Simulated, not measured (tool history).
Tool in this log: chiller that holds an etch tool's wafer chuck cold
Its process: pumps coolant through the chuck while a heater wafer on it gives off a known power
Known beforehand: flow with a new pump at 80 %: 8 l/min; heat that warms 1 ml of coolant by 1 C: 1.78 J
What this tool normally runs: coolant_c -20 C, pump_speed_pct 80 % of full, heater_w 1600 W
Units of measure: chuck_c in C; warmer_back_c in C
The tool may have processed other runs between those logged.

run,hour,coolant_c,pump_speed_pct,heater_w,chuck_c,warmer_back_c
1,0,-20,80,1600,-6.7,6.95
2,80.5,-20,80,1600,-6.8,6.92
3,157.6,-20,80,1600,-6.9,6.92
4,235.4,-20,80,1600,-6.7,6.96
5,301.1,-20,80,1600,-6.7,6.94
6,352.9,-20,88,1600,-7.6,6.31
# hour 380.7: coolant changed, channels flushed
# hour 392.3: chiller's thermometer calibrated
7,464,-20,88,1600,-8.5,6.3
8,555.8,-12,80,1600,0.4,7.03
9,632.2,-12,80,1600,0.3,7.1
10,707.4,-12,80,1600,0.4,7.1
11,783.4,-19,80,1600,-6.5,7.06
12,883.2,-29,98,1683,-17.8,5.97
13,977.1,-11,63,1600,4.2,9.15
14,1048.9,-13,94,1600,-1.8,6.03
15,1093.6,-20,71,826,-13.2,4.21
16,1178.3,-20,71,826,-13.1,4.25
17,1270.9,-20,71,826,-13,4.23
18,1342.6,-20,71,826,-13.1,4.23
19,1444.2,-25,64,862,-16.9,4.95
20,1546.6,-26,85,862,-19.7,3.63

Consider 3 possible next runs. They are alternatives, not a sequence: every one starts from the tool as it was left by run 20. What does each give?
A,1630.9,-26,72,862,?,?
B,1630.9,-17,73,1261,?,?
C,1630.9,-26,61,862,?,?

run,chuck_c,warmer_back_c
A,-18.8,4.37
B,-6.2,6.29
C,-17.8,5.22
With the hidden condition removed and each run's random variation left untouched, the same runs would have given:
run,chuck_c,warmer_back_c
A,-19,4.07
B,-6.8,5.86
C,-18.2,4.86
